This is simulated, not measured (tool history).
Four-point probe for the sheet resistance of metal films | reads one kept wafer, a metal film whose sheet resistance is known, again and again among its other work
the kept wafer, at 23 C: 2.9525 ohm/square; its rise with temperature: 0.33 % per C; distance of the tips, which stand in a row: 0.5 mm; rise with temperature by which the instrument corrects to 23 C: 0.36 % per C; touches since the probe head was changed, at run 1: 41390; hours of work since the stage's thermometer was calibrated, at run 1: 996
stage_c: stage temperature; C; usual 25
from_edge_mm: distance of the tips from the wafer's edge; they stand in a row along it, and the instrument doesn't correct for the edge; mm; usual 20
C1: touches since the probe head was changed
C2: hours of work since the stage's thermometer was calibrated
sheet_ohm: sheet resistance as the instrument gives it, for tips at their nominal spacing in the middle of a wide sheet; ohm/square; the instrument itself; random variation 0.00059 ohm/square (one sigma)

run 1 hour=0 | stage_c=25 from_edge_mm=20 | C1=41390 C2=996 | sheet_ohm=2.964632
run 2 hour=39.1 | stage_c=25 from_edge_mm=3 | C1=42377 C2=1015 | sheet_ohm=3.007574
run 3 hour=98.7 | stage_c=25 from_edge_mm=4 | C1=43882 C2=1044 | sheet_ohm=2.988791
run 4 hour=137.9 | stage_c=25 from_edge_mm=4 | C1=44873 C2=1063 | sheet_ohm=2.988734
run 5 hour=194.2 | stage_c=25 from_edge_mm=4 | C1=46297 C2=1091 | sheet_ohm=2.989833
run 6 hour=243.9 | stage_c=25 from_edge_mm=4 | C1=47551 C2=1115 | sheet_ohm=2.989412
-- hour=250.1 stage's thermometer calibrated
run 7 hour=288.4 | stage_c=25 from_edge_mm=45 | C1=48662 C2=19 | sheet_ohm=2.964674
run 8 hour=337.8 | stage_c=25 from_edge_mm=20 | C1=49910 C2=43 | sheet_ohm=2.965877
run 9 hour=373.2 | stage_c=26 from_edge_mm=7 | C1=50803 C2=60 | sheet_ohm=2.974088
run 10 hour=422.3 | stage_c=26 from_edge_mm=4 | C1=52045 C2=84 | sheet_ohm=2.989121
run 11 hour=483.9 | stage_c=18 from_edge_mm=37 | C1=53600 C2=114 | sheet_ohm=2.97256
run 12 hour=524.5 | stage_c=32 from_edge_mm=37 | C1=54627 C2=134 | sheet_ohm=2.960236
run 13 hour=551.2 | stage_c=23 from_edge_mm=7 | C1=55301 C2=147 | sheet_ohm=2.97597
-- hour=576.7 stage's thermometer calibrated, once more
run 14 hour=602.2 | stage_c=25 from_edge_mm=8 | C1=56578 C2=12 | sheet_ohm=2.967676
run 15 hour=657.7 | stage_c=24 from_edge_mm=14 | C1=57979 C2=40 | sheet_ohm=2.96553

Forecast each of these 3 alternatives for the next run:
run A hour=697.1 | stage_c=26 from_edge_mm=21 | C1=58973 C2=59 | sheet_ohm=?
run B hour=697.1 | stage_c=33 from_edge_mm=72 | C1=58973 C2=59 | sheet_ohm=?
run C hour=697.1 | stage_c=32 from_edge_mm=30 | C1=58973 C2=59 | sheet_ohm=?

run=A sheet_ohm=2.961737
run=B sheet_ohm=2.956298
run=C sheet_ohm=2.956632
Without the tool's hidden state the same runs would have given:
run=A sheet_ohm=2.950075
run=B sheet_ohm=2.944665
run=C sheet_ohm=2.944996
